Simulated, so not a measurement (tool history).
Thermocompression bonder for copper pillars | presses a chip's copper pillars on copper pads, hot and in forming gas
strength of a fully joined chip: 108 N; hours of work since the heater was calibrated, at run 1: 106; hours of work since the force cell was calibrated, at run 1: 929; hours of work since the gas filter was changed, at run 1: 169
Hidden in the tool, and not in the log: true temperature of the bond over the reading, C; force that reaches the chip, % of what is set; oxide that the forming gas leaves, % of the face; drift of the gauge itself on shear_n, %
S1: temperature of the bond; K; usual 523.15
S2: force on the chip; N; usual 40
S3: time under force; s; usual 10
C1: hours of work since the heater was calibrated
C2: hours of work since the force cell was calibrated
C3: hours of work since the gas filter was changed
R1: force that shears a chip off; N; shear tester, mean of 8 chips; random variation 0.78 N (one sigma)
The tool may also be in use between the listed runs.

run 1 hour=0.0 | S1=523.15 S2=40 S3=10 | C1=106 C2=929 C3=169 | R1=67.1
run 2 hour=37.1 | S1=523.15 S2=40 S3=10 | C1=133 C2=955 C3=195 | R1=65.9
run 3 hour=75.3 | S1=523.15 S2=53 S3=10 | C1=159 C2=982 C3=222 | R1=74.3
run 4 hour=105.5 | S1=523.15 S2=53 S3=10 | C1=181 C2=1003 C3=243 | R1=73.7
-- hour=121.6 forming gas filter changed
run 5 hour=144.4 | S1=535.15 S2=40 S3=10 | C1=208 C2=1030 C3=16 | R1=76.7
run 6 hour=176.3 | S1=523.15 S2=40 S3=10 | C1=230 C2=1052 C3=39 | R1=68.8
run 7 hour=223.4 | S1=523.15 S2=28 S3=10 | C1=263 C2=1086 C3=72 | R1=59.7
run 8 hour=260.8 | S1=523.15 S2=40 S3=5 | C1=290 C2=1112 C3=98 | R1=55.1
run 9 hour=302.7 | S1=523.15 S2=40 S3=5 | C1=319 C2=1141 C3=128 | R1=55.1
run 10 hour=336.6 | S1=523.15 S2=40 S3=10 | C1=343 C2=1165 C3=152 | R1=70.2
run 11 hour=358.1 | S1=523.15 S2=40 S3=10 | C1=358 C2=1181 C3=167 | R1=68.6
run 12 hour=407.4 | S1=523.15 S2=40 S3=10 | C1=393 C2=1215 C3=201 | R1=68.9
run 13 hour=444.7 | S1=523.15 S2=40 S3=10 | C1=419 C2=1241 C3=228 | R1=70.2
-- hour=481.2 forming gas filter changed
run 14 hour=484.6 | S1=523.15 S2=40 S3=10 | C1=447 C2=1269 C3=2 | R1=70.9
run 15 hour=523.2 | S1=523.15 S2=40 S3=10 | C1=474 C2=1296 C3=30 | R1=70.9
run 16 hour=545.9 | S1=523.15 S2=40 S3=10 | C1=490 C2=1312 C3=46 | R1=70.5
run 17 hour=596.2 | S1=523.15 S2=40 S3=6 | C1=526 C2=1348 C3=81 | R1=61.1
run 18 hour=624.5 | S1=523.15 S2=40 S3=8 | C1=546 C2=1368 C3=101 | R1=66.9
run 19 hour=645.1 | S1=523.15 S2=40 S3=8 | C1=560 C2=1382 C3=115 | R1=66.3
run 20 hour=675.5 | S1=541.15 S2=40 S3=5 | C1=582 C2=1404 C3=137 | R1=69.2
run 21 hour=697.2 | S1=502.15 S2=28 S3=24 | C1=597 C2=1419 C3=152 | R1=64.8
run 22 hour=743.1 | S1=502.15 S2=28 S3=7 | C1=629 C2=1451 C3=184 | R1=42.5
-- hour=772.1 force cell calibrated
run 23 hour=787.4 | S1=502.15 S2=28 S3=7 | C1=659 C2=11 C3=215 | R1=42.9
run 24 hour=825.9 | S1=502.15 S2=28 S3=7 | C1=686 C2=38 C3=242 | R1=43.8
-- hour=844.1 forming gas filter changed
run 25 hour=853.4 | S1=552.15 S2=40 S3=6 | C1=706 C2=57 C3=7 | R1=81.4
run 26 hour=881.7 | S1=551.15 S2=28 S3=6 | C1=725 C2=77 C3=26 | R1=71.8
run 27 hour=914.3 | S1=494.15 S2=40 S3=21 | C1=748 C2=100 C3=49 | R1=67.3
-- hour=940.9 heater calibrated with a thermocouple chip
run 28 hour=949.1 | S1=508.15 S2=57 S3=10 | C1=6 C2=123 C3=73 | R1=66.5
run 29 hour=983.1 | S1=523.15 S2=40 S3=8 | C1=30 C2=147 C3=97 | R1=63.1
run 30 hour=1023.2 | S1=523.15 S2=40 S3=8 | C1=58 C2=175 C3=125 | R1=63.0
run 31 hour=1065.8 | S1=523.15 S2=26 S3=8 | C1=88 C2=205 C3=155 | R1=52.6
run 32 hour=1101.5 | S1=523.15 S2=26 S3=17 | C1=113 C2=230 C3=180 | R1=67.2
run 33 hour=1125.4 | S1=523.15 S2=26 S3=17 | C1=130 C2=247 C3=197 | R1=64.9
run 34 hour=1148.9 | S1=523.15 S2=56 S3=19 | C1=147 C2=264 C3=213 | R1=87.1
run 35 hour=1178.3 | S1=523.15 S2=56 S3=19 | C1=167 C2=284 C3=234 | R1=86.8
-- hour=1206.0 forming gas filter changed
run 36 hour=1214.4 | S1=523.15 S2=56 S3=19 | C1=192 C2=310 C3=6 | R1=89.4
run 37 hour=1257.6 | S1=523.15 S2=36 S3=9 | C1=223 C2=340 C3=36 | R1=65.7

Forecast each of these 5 alternatives for the next run:
run A hour=1288.4 | S1=523.15 S2=36 S3=28 | C1=244 C2=362 C3=58 | R1=?
run B hour=1288.4 | S1=523.15 S2=37 S3=10 | C1=244 C2=362 C3=58 | R1=?
run C hour=1288.4 | S1=547.15 S2=30 S3=29 | C1=244 C2=362 C3=58 | R1=?
run D hour=1288.4 | S1=512.15 S2=38 S3=10 | C1=244 C2=362 C3=58 | R1=?
run E hour=1288.4 | S1=535.15 S2=28 S3=19 | C1=244 C2=362 C3=58 | R1=?

run=A R1=85.6
run=B R1=68.1
run=C R1=94.6
run=D R1=61.8
run=E R1=81.9
Without the tool's hidden state the same runs would have given:
run=A R1=85.0
run=B R1=67.0
run=C R1=94.4
run=D R1=60.7
run=E R1=81.1
